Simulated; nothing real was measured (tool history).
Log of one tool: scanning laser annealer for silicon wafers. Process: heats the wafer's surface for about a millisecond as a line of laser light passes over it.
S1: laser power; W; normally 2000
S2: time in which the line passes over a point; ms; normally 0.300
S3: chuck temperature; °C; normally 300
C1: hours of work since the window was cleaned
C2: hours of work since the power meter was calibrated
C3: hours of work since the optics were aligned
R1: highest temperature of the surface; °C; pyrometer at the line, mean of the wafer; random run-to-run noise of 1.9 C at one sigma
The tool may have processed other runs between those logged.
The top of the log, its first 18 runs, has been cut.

run,hour,S1,S2,S3,C1,C2,C3,R1
19,621.1,2000,0.276,300,567,889,1384,1056
20,661.5,2000,0.300,294,593,915,1410,1079
21,712.7,2000,0.300,294,626,948,1443,1078
22,763.9,2180,0.316,309,659,981,1476,1191
23,796.7,2180,0.316,309,680,1002,1497,1189
24,830.2,1720,0.302,338,702,1024,1518,995
# hour 838.3: optics aligned, line set to its width
25,879.9,2186,0.259,305,731,1053,27,1117
26,907.9,2100,0.276,260,749,1071,45,1055
27,935.1,1957,0.268,300,766,1088,62,1024
28,961.9,1957,0.268,300,783,1105,79,1018
29,1010.7,1957,0.268,300,815,1137,111,1017
30,1061.7,1957,0.268,300,847,1169,144,1015
31,1092.1,2000,0.278,300,867,1189,163,1046
32,1127.0,2000,0.278,300,889,1211,186,1042
# hour 1132.5: window over the wafer cleaned
33,1167.4,2000,0.278,300,22,1236,210,1101
34,1201.8,1988,0.300,319,45,1258,232,1136
35,1243.8,1976,0.366,336,72,1285,259,1223
36,1281.7,1935,0.300,306,96,1310,284,1092
37,1303.4,1935,0.300,306,110,1323,298,1095
38,1334.8,2000,0.281,306,130,1344,318,1099
39,1379.9,1829,0.300,262,159,1373,347,998
40,1410.6,1829,0.300,262,179,1392,367,995
41,1461.4,2000,0.259,300,211,1425,399,1057

Below are 4 alternative next runs, each starting from the tool's condition after run 41. Predict each:
A,1491.1,1901,0.224,300,231,1444,418,?
B,1491.1,1916,0.216,300,231,1444,418,?
C,1491.1,1988,0.378,308,231,1444,418,?
D,1491.1,2179,0.259,300,231,1444,418,?

run,R1
A,971
B,963
C,1203
D,1134
With the hidden condition removed and each run's random variation left untouched, the same runs would have given:
run,R1
A,989
B,981
C,1228
D,1157

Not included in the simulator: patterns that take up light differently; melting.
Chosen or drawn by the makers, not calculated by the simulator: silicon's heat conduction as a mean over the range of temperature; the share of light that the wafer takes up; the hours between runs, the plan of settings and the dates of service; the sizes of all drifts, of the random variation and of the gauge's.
